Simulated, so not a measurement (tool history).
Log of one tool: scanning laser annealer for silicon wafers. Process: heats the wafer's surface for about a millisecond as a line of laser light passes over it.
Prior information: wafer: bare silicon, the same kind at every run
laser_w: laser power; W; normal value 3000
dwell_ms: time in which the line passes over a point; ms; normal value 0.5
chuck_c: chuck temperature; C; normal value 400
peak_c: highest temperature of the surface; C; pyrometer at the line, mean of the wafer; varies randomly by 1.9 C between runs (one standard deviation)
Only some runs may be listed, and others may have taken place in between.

run	hour	laser_w	dwell_ms	chuck_c	peak_c
1	0	3000	0.5	400	1129
2	17.2	3099	0.5	400	1150
3	34.5	3099	0.5	400	1153
4	49.9	3099	0.5	400	1148
5	64.5	3099	0.5	400	1152
6	75.6	3099	0.5	400	1153
7	85.6	3099	0.5	400	1145
8	95.3	3000	0.468	400	1100
9	104.9	3000	0.468	400	1101
10	121.9	3000	0.468	400	1098
11	134.1	3000	0.468	400	1100
12	150.5	3000	0.461	400	1093
13	161.1	3000	0.461	400	1095
14	170	3000	0.461	400	1094
15	178.8	3000	0.461	400	1094
16	193.3	3000	0.5	400	1123
17	207	3000	0.424	400	1061
18	215	3000	0.542	400	1153
19	231.3	3000	0.542	400	1153
20	248.2	2749	0.564	400	1108
21	256.2	3000	0.421	362	1017
22	267	3000	0.421	418	1074
23	283.5	3000	0.421	418	1075
24	297.5	3000	0.421	418	1073
25	310.5	3000	0.5	435	1157
26	325.1	3000	0.5	435	1155
27	333.1	2788	0.589	407	1138
28	346.5	2788	0.589	407	1140
29	359.1	3050	0.49	435	1157
30	375.8	3179	0.49	435	1182
31	393.1	3179	0.49	435	1181
32	407.5	2952	0.381	417	1024
33	418.4	3288	0.519	405	1198
34	435.8	3164	0.431	421	1115
35	445.2	3179	0.399	400	1066
36	460.3	2933	0.397	400	1017
37	472.4	3153	0.5	395	1144

Measured less the same run without the tool's hidden state. The same run-to-run variation is in both; the gauge's scatter may not be:
Hidden state present: light that passes the window, % of a clean one's; laser's true power over the reading, %; width of the line over the set one, %; drift of the gauge itself on peak_c, C.
run	peak_c
1	-19
2	-20
3	-20
4	-21
5	-22
6	-22
7	-22
8	-21
9	-22
10	-23
11	-23
12	-23
13	-24
14	-24
15	-25
16	-26
17	-24
18	-28
19	-29
20	-27
21	-26
22	-26
23	-26
24	-27
25	-30
26	-31
27	-32
28	-32
29	-32
30	-34
31	-35
32	-29
33	-38
34	-34
35	-33
36	-31
37	-37
